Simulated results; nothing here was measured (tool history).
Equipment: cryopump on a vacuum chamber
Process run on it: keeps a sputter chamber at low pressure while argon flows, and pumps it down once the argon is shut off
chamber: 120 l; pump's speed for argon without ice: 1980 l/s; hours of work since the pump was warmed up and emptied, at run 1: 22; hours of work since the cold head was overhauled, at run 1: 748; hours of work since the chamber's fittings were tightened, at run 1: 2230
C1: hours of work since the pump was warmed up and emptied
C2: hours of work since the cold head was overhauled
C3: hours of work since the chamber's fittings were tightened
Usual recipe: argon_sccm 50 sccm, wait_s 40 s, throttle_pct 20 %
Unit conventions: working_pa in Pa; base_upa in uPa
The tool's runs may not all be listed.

run 1 hour=0 | argon_sccm=50 wait_s=40 throttle_pct=20 | C1=22 C2=748 C3=2230 | working_pa=0.2141 base_upa=2.12
run 2 hour=36.1 | argon_sccm=50 wait_s=40 throttle_pct=20 | C1=44 C2=770 C3=2251 | working_pa=0.215 base_upa=2.14
run 3 hour=73.7 | argon_sccm=45 wait_s=40 throttle_pct=20 | C1=66 C2=792 C3=2274 | working_pa=0.1925 base_upa=2.15
run 4 hour=111.5 | argon_sccm=45 wait_s=40 throttle_pct=20 | C1=89 C2=815 C3=2296 | working_pa=0.194 base_upa=2.13
run 5 hour=174 | argon_sccm=45 wait_s=40 throttle_pct=20 | C1=126 C2=852 C3=2334 | working_pa=0.1947 base_upa=2.14
run 6 hour=218.9 | argon_sccm=50 wait_s=40 throttle_pct=20 | C1=153 C2=879 C3=2361 | working_pa=0.2175 base_upa=2.26
run 7 hour=245.8 | argon_sccm=50 wait_s=40 throttle_pct=20 | C1=169 C2=895 C3=2377 | working_pa=0.2183 base_upa=2.2
run 8 hour=305.7 | argon_sccm=50 wait_s=40 throttle_pct=20 | C1=205 C2=931 C3=2412 | working_pa=0.2192 base_upa=2.26
run 9 hour=368 | argon_sccm=50 wait_s=40 throttle_pct=20 | C1=242 C2=968 C3=2450 | working_pa=0.219 base_upa=2.13
run 10 hour=421.7 | argon_sccm=50 wait_s=40 throttle_pct=20 | C1=274 C2=1001 C3=2482 | working_pa=0.2204 base_upa=2.26
run 11 hour=466.9 | argon_sccm=45 wait_s=40 throttle_pct=20 | C1=301 C2=1028 C3=2509 | working_pa=0.1994 base_upa=2.22
run 12 hour=529.2 | argon_sccm=84 wait_s=40 throttle_pct=20 | C1=339 C2=1065 C3=2546 | working_pa=0.3722 base_upa=2.24
run 13 hour=584.6 | argon_sccm=84 wait_s=40 throttle_pct=20 | C1=372 C2=1098 C3=2579 | working_pa=0.3751 base_upa=2.34
run 14 hour=648.6 | argon_sccm=38 wait_s=40 throttle_pct=20 | C1=410 C2=1136 C3=2618 | working_pa=0.1705 base_upa=2.25
run 15 hour=674.5 | argon_sccm=38 wait_s=40 throttle_pct=20 | C1=426 C2=1152 C3=2633 | working_pa=0.171 base_upa=2.31
run 16 hour=714.1 | argon_sccm=38 wait_s=40 throttle_pct=20 | C1=449 C2=1175 C3=2657 | working_pa=0.1715 base_upa=2.26
run 17 hour=762.2 | argon_sccm=38 wait_s=40 throttle_pct=20 | C1=478 C2=1204 C3=2686 | working_pa=0.1733 base_upa=2.34
run 18 hour=824.6 | argon_sccm=52 wait_s=40 throttle_pct=20 | C1=515 C2=1242 C3=2723 | working_pa=0.2361 base_upa=2.39
run 19 hour=850.5 | argon_sccm=52 wait_s=40 throttle_pct=20 | C1=531 C2=1257 C3=2738 | working_pa=0.238 base_upa=2.4
run 20 hour=884.7 | argon_sccm=52 wait_s=40 throttle_pct=20 | C1=551 C2=1277 C3=2759 | working_pa=0.2393 base_upa=2.43
run 21 hour=939.5 | argon_sccm=52 wait_s=40 throttle_pct=44 | C1=584 C2=1310 C3=2792 | working_pa=0.1181 base_upa=2.39
run 22 hour=978.2 | argon_sccm=50 wait_s=40 throttle_pct=58 | C1=607 C2=1333 C3=2815 | working_pa=0.0919 base_upa=2.4
run 23 hour=1016.9 | argon_sccm=50 wait_s=167 throttle_pct=58 | C1=630 C2=1357 C3=2838 | working_pa=0.0927 base_upa=1.23
run 24 hour=1074 | argon_sccm=38 wait_s=72 throttle_pct=16 | C1=664 C2=1391 C3=2872 | working_pa=0.2177 base_upa=1.83
-- hour=1125.2 pump warmed up, emptied and cooled again
run 25 hour=1129.2 | argon_sccm=21 wait_s=47 throttle_pct=24 | C1=2 C2=1421 C3=2902 | working_pa=0.0751 base_upa=1.99
run 26 hour=1184.7 | argon_sccm=30 wait_s=54 throttle_pct=20 | C1=36 C2=1454 C3=2935 | working_pa=0.1281 base_upa=1.87
run 27 hour=1218 | argon_sccm=30 wait_s=54 throttle_pct=20 | C1=56 C2=1474 C3=2955 | working_pa=0.13 base_upa=1.9
run 28 hour=1279.1 | argon_sccm=25 wait_s=39 throttle_pct=23 | C1=92 C2=1510 C3=2992 | working_pa=0.0937 base_upa=2.24
run 29 hour=1334.6 | argon_sccm=56 wait_s=39 throttle_pct=40 | C1=125 C2=1544 C3=3025 | working_pa=0.1236 base_upa=2.32
run 30 hour=1382.6 | argon_sccm=50 wait_s=24 throttle_pct=24 | C1=154 C2=1572 C3=3054 | working_pa=0.1823 base_upa=3.46
run 31 hour=1426.9 | argon_sccm=50 wait_s=44 throttle_pct=20 | C1=180 C2=1599 C3=3080 | working_pa=0.2177 base_upa=2.14
run 32 hour=1467.2 | argon_sccm=29 wait_s=23 throttle_pct=57 | C1=205 C2=1623 C3=3104 | working_pa=0.0471 base_upa=3.55
run 33 hour=1496.2 | argon_sccm=50 wait_s=113 throttle_pct=20 | C1=222 C2=1640 C3=3122 | working_pa=0.2176 base_upa=1.31
run 34 hour=1534.7 | argon_sccm=41 wait_s=36 throttle_pct=52 | C1=245 C2=1663 C3=3145 | working_pa=0.0726 base_upa=2.45
-- hour=1555 leaking fittings of the chamber tightened, without venting
run 35 hour=1587.9 | argon_sccm=35 wait_s=70 throttle_pct=17 | C1=276 C2=1694 C3=20 | working_pa=0.1801 base_upa=1.19

Branching from run 35: 3 alternative next runs. What would each branch give?
run A hour=1635.9 | argon_sccm=50 wait_s=73 throttle_pct=17 | C1=304 C2=1723 C3=48 | working_pa=? base_upa=?
run B hour=1635.9 | argon_sccm=26 wait_s=48 throttle_pct=20 | C1=304 C2=1723 C3=48 | working_pa=? base_upa=?
run C hour=1635.9 | argon_sccm=29 wait_s=261 throttle_pct=60 | C1=304 C2=1723 C3=48 | working_pa=? base_upa=?

run=A working_pa=0.2603 base_upa=1.11
run=B working_pa=0.115 base_upa=1.48
run=C working_pa=0.0453 base_upa=0.42
Without the tool's hidden state the same runs would have given:
run=A working_pa=0.2524 base_upa=1.07
run=B working_pa=0.1109 base_upa=1.44
run=C working_pa=0.0407 base_upa=0.38
